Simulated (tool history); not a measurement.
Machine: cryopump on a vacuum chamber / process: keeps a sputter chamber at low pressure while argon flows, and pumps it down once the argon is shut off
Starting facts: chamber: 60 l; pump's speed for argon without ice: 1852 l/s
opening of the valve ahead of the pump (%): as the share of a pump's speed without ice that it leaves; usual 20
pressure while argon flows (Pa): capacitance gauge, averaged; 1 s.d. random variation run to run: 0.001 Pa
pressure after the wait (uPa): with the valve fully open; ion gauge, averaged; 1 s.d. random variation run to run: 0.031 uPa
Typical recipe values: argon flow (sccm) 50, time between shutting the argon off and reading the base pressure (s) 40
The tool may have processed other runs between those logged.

run   hour  argon flow (sccm)  time between shutting the argon off and reading the base pressure (s)  opening of the valve ahead of the pump (%)  pressure while argon flows (Pa)  pressure after the wait (uPa)
  1      0                 50                                                                     40                                          20                           0.2344                           2.45
  2   10.4                 50                                                                     40                                          20                           0.2346                           2.45
  3     35                 50                                                                     40                                          20                           0.2347                           2.48
  4   47.7                 50                                                                     40                                          20                           0.2353                           2.57
  5   64.3                 50                                                                     40                                          20                           0.2348                           2.54
  6     86                 50                                                                     40                                          20                           0.2353                           2.51
  7  102.5                 50                                                                     98                                          20                           0.2385                           1.66
  8  123.2                 50                                                                     98                                          20                           0.2357                           1.69
  9    135                 50                                                                     98                                          20                           0.2352                           1.68
 10  159.7                 50                                                                     98                                          20                           0.2349                           1.77
 11  172.1                 50                                                                     98                                          20                           0.2349                           1.82
 12  185.8                 50                                                                     98                                          20                           0.2359                            1.8
 13  198.5                 50                                                                     98                                          20                            0.238                           1.84
 14    215                 50                                                                    206                                          41                           0.1203                           1.54
 15  239.1                 50                                                                    206                                          41                           0.1202                           1.54

Below, each run's measurement less what the same run would have read without the hidden state. Both values contain the same run-to-run variation, but the gauge's scatter may not be the same in both:
Hidden conditions of the tool in this case: pump's speed, % of a pump's without ice; cold plate's temperature, K; leak into the chamber, uPa l/s; drift of the gauge itself on working_pa, %; drift of the gauge itself on base_upa, %.
run  pressure while argon flows (Pa)  pressure after the wait (uPa)
  1                          +0.0069                          +0.88
  2                          +0.0069                          +0.89
  3                          +0.0072                          +0.92
  4                          +0.0073                          +0.94
  5                          +0.0075                          +0.95
  6                          +0.0076                          +0.94
  7                          +0.0078                          +0.95
  8                          +0.0079                          +0.97
  9                           +0.008                          +0.98
 10                          +0.0082                          +1.02
 11                          +0.0083                          +1.05
 12                          +0.0084                          +1.05
 13                          +0.0086                          +1.07
 14                          +0.0086                          +1.08
 15                          +0.0088                           +1.1

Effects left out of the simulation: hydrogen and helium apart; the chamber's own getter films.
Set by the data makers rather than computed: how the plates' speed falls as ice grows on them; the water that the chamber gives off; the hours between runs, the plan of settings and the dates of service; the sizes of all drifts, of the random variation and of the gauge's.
